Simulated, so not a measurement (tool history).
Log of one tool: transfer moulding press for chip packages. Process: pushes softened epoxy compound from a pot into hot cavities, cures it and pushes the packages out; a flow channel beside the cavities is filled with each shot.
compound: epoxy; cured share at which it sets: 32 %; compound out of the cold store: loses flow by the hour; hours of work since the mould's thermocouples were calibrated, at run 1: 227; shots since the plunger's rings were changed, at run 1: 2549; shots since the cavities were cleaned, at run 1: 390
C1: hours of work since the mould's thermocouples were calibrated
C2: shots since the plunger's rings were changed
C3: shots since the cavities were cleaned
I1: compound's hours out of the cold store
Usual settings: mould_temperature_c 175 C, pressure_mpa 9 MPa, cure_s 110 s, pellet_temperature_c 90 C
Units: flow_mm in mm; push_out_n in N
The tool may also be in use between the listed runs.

{"run": 1, "day": 0.0, "mould_temperature_c": 175, "pressure_mpa": 9, "cure_s": 110, "pellet_temperature_c": 90, "C1": 227, "C2": 2549, "C3": 390, "I1": 32, "flow_mm": 739, "push_out_n": 535}
{"day": 0.325, "done": "plunger's sealing rings changed"}
{"day": 0.388, "done": "cavities cleaned with cleaning compound and waxed"}
{"run": 2, "day": 0.646, "mould_temperature_c": 175, "pressure_mpa": 9, "cure_s": 110, "pellet_temperature_c": 90, "C1": 236, "C2": 86, "C3": 86, "I1": 38.3, "flow_mm": 754, "push_out_n": 469}
{"run": 3, "day": 1.112, "mould_temperature_c": 175, "pressure_mpa": 9, "cure_s": 110, "pellet_temperature_c": 90, "C1": 245, "C2": 242, "C3": 242, "I1": 14.3, "flow_mm": 855, "push_out_n": 517}
{"run": 4, "day": 1.458, "mould_temperature_c": 175, "pressure_mpa": 9, "cure_s": 110, "pellet_temperature_c": 90, "C1": 251, "C2": 357, "C3": 357, "I1": 21.5, "flow_mm": 818, "push_out_n": 542}
{"day": 1.833, "done": "cavities cleaned with cleaning compound and waxed"}
{"run": 5, "day": 1.975, "mould_temperature_c": 175, "pressure_mpa": 9, "cure_s": 110, "pellet_temperature_c": 90, "C1": 259, "C2": 509, "C3": 47, "I1": 28.3, "flow_mm": 791, "push_out_n": 435}
{"run": 6, "day": 2.212, "mould_temperature_c": 175, "pressure_mpa": 9, "cure_s": 110, "pellet_temperature_c": 90, "C1": 264, "C2": 588, "C3": 126, "I1": 26.4, "flow_mm": 795, "push_out_n": 495}
{"run": 7, "day": 2.579, "mould_temperature_c": 182, "pressure_mpa": 9, "cure_s": 110, "pellet_temperature_c": 90, "C1": 270, "C2": 710, "C3": 248, "I1": 26.9, "flow_mm": 778, "push_out_n": 429}
{"run": 8, "day": 2.979, "mould_temperature_c": 182, "pressure_mpa": 9, "cure_s": 110, "pellet_temperature_c": 90, "C1": 278, "C2": 844, "C3": 382, "I1": 44.9, "flow_mm": 694, "push_out_n": 466}
{"day": 3.283, "done": "cavities cleaned with cleaning compound and waxed"}
{"run": 9, "day": 3.375, "mould_temperature_c": 175, "pressure_mpa": 9, "cure_s": 110, "pellet_temperature_c": 90, "C1": 284, "C2": 954, "C3": 29, "I1": 14.8, "flow_mm": 842, "push_out_n": 456}
{"run": 10, "day": 3.592, "mould_temperature_c": 175, "pressure_mpa": 9, "cure_s": 110, "pellet_temperature_c": 90, "C1": 288, "C2": 1027, "C3": 102, "I1": 30.7, "flow_mm": 770, "push_out_n": 478}
{"run": 11, "day": 3.829, "mould_temperature_c": 175, "pressure_mpa": 9, "cure_s": 110, "pellet_temperature_c": 90, "C1": 292, "C2": 1107, "C3": 182, "I1": 32.2, "flow_mm": 764, "push_out_n": 488}
{"run": 12, "day": 4.317, "mould_temperature_c": 175, "pressure_mpa": 9, "cure_s": 110, "pellet_temperature_c": 82, "C1": 301, "C2": 1269, "C3": 344, "I1": 16.4, "flow_mm": 830, "push_out_n": 563}
{"day": 4.712, "done": "cavities cleaned with cleaning compound and waxed"}
{"run": 13, "day": 4.862, "mould_temperature_c": 175, "pressure_mpa": 9, "cure_s": 110, "pellet_temperature_c": 90, "C1": 310, "C2": 1429, "C3": 49, "I1": 16, "flow_mm": 828, "push_out_n": 480}
{"run": 14, "day": 5.112, "mould_temperature_c": 181, "pressure_mpa": 9, "cure_s": 110, "pellet_temperature_c": 90, "C1": 315, "C2": 1514, "C3": 134, "I1": 30.3, "flow_mm": 745, "push_out_n": 390}
{"run": 15, "day": 5.421, "mould_temperature_c": 178, "pressure_mpa": 10.42, "cure_s": 91, "pellet_temperature_c": 89, "C1": 320, "C2": 1617, "C3": 237, "I1": 14.9, "flow_mm": 884, "push_out_n": 642}
{"run": 16, "day": 5.842, "mould_temperature_c": 176, "pressure_mpa": 7.94, "cure_s": 128, "pellet_temperature_c": 99, "C1": 328, "C2": 1756, "C3": 376, "I1": 21.9, "flow_mm": 742, "push_out_n": 457}
{"day": 6.146, "done": "cavities cleaned with cleaning compound and waxed"}
{"run": 17, "day": 6.229, "mould_temperature_c": 175, "pressure_mpa": 7.47, "cure_s": 110, "pellet_temperature_c": 96, "C1": 334, "C2": 1865, "C3": 27, "I1": 39.9, "flow_mm": 656, "push_out_n": 434}
{"run": 18, "day": 6.567, "mould_temperature_c": 174, "pressure_mpa": 8.41, "cure_s": 104, "pellet_temperature_c": 89, "C1": 340, "C2": 1978, "C3": 140, "I1": 15.2, "flow_mm": 798, "push_out_n": 560}
{"run": 19, "day": 6.804, "mould_temperature_c": 174, "pressure_mpa": 8.41, "cure_s": 104, "pellet_temperature_c": 89, "C1": 345, "C2": 2057, "C3": 219, "I1": 26.3, "flow_mm": 750, "push_out_n": 590}
{"run": 20, "day": 7.138, "mould_temperature_c": 174, "pressure_mpa": 8.41, "cure_s": 106, "pellet_temperature_c": 89, "C1": 351, "C2": 2168, "C3": 330, "I1": 22.8, "flow_mm": 755, "push_out_n": 586}
{"run": 21, "day": 7.475, "mould_temperature_c": 175, "pressure_mpa": 10.76, "cure_s": 110, "pellet_temperature_c": 96, "C1": 357, "C2": 2281, "C3": 443, "I1": 34.6, "flow_mm": 806, "push_out_n": 551}
{"day": 7.575, "done": "cavities cleaned with cleaning compound and waxed"}
{"run": 22, "day": 7.904, "mould_temperature_c": 175, "pressure_mpa": 10.76, "cure_s": 110, "pellet_temperature_c": 96, "C1": 364, "C2": 2402, "C3": 109, "I1": 30.3, "flow_mm": 815, "push_out_n": 497}
{"run": 23, "day": 8.254, "mould_temperature_c": 175, "pressure_mpa": 10.76, "cure_s": 110, "pellet_temperature_c": 96, "C1": 370, "C2": 2519, "C3": 226, "I1": 21, "flow_mm": 860, "push_out_n": 511}
{"run": 24, "day": 8.538, "mould_temperature_c": 169, "pressure_mpa": 7.22, "cure_s": 110, "pellet_temperature_c": 93, "C1": 375, "C2": 2614, "C3": 321, "I1": 32.1, "flow_mm": 674, "push_out_n": 795}
{"day": 8.667, "done": "plunger's sealing rings changed"}
{"day": 9.133, "done": "cavities cleaned with cleaning compound and waxed"}
{"run": 25, "day": 9.162, "mould_temperature_c": 175, "pressure_mpa": 9, "cure_s": 145, "pellet_temperature_c": 94, "C1": 384, "C2": 144, "C3": 10, "I1": 44.4, "flow_mm": 725, "push_out_n": 352}
{"run": 26, "day": 9.462, "mould_temperature_c": 175, "pressure_mpa": 9, "cure_s": 145, "pellet_temperature_c": 98, "C1": 389, "C2": 244, "C3": 110, "I1": 42.8, "flow_mm": 722, "push_out_n": 395}
{"run": 27, "day": 9.771, "mould_temperature_c": 182, "pressure_mpa": 8.72, "cure_s": 95, "pellet_temperature_c": 85, "C1": 395, "C2": 347, "C3": 213, "I1": 24.8, "flow_mm": 771, "push_out_n": 479}
{"run": 28, "day": 9.996, "mould_temperature_c": 175, "pressure_mpa": 8.94, "cure_s": 110, "pellet_temperature_c": 81, "C1": 399, "C2": 422, "C3": 288, "I1": 34.8, "flow_mm": 760, "push_out_n": 529}

Hidden state at the last listed run before each entry between runs and at the first one after, where it differs:
Between runs 1 and 2: plunger's sealing rings changed (day 0.325); cavities cleaned with cleaning compound and waxed (day 0.388)
  true mould temperature over the reading, C: 0.48 -> 0.49; pressure that reaches the compound, % of what is set: 90.11 -> 99.39; grip of the stained cavities, % over clean ones': 26.8 -> 8.6
  measured less the result without the state, flow_mm: -41 -> -4 mm; push_out_n: +103 -> +28 N
Between runs 4 and 5: cavities cleaned with cleaning compound and waxed (day 1.833)
  true mould temperature over the reading, C: 0.51 -> 0.52; pressure that reaches the compound, % of what is set: 98.36 -> 97.81; grip of the stained cavities, % over clean ones': 26.6 -> 5.4
  measured less the result without the state, flow_mm: -9 -> -10 mm; push_out_n: +101 -> +12 N
Between runs 8 and 9: cavities cleaned with cleaning compound and waxed (day 3.283)
  true mould temperature over the reading, C: 0.54 -> 0.55; pressure that reaches the compound, % of what is set: 96.64 -> 96.26; grip of the stained cavities, % over clean ones': 28.8 -> 4.1
  measured less the result without the state, flow_mm: -13 -> -18 mm; push_out_n: +100 -> +5 N
Between runs 12 and 13: cavities cleaned with cleaning compound and waxed (day 4.712)
  true mould temperature over the reading, C: 0.58 -> 0.59; pressure that reaches the compound, % of what is set: 95.09 -> 94.49; grip of the stained cavities, % over clean ones': 26.5 -> 5.8
  measured less the result without the state, flow_mm: -23 -> -26 mm; push_out_n: +105 -> +12 N
Between runs 16 and 17: cavities cleaned with cleaning compound and waxed (day 6.146)
  true mould temperature over the reading, C: 0.61 -> 0.62; pressure that reaches the compound, % of what is set: 93.32 -> 92.92; grip of the stained cavities, % over clean ones': 28.4 -> 4.1
  measured less the result without the state, flow_mm: -28 -> -26 mm; push_out_n: +99 -> +5 N
Between runs 21 and 22: cavities cleaned with cleaning compound and waxed (day 7.575)
  true mould temperature over the reading, C: 0.65 -> 0.66; pressure that reaches the compound, % of what is set: 91.35 -> 90.91; grip of the stained cavities, % over clean ones': 31.7 -> 11.8
  measured less the result without the state, flow_mm: -40 -> -42 mm; push_out_n: +120 -> +38 N
Between runs 24 and 25: plunger's sealing rings changed (day 8.667); cavities cleaned with cleaning compound and waxed (day 9.133)
  true mould temperature over the reading, C: 0.68 -> 0.69; pressure that reaches the compound, % of what is set: 90.14 -> 99.32; grip of the stained cavities, % over clean ones': 25.5 -> 1.5
  measured less the result without the state, flow_mm: -39 -> -4 mm; push_out_n: +129 -> +3 N
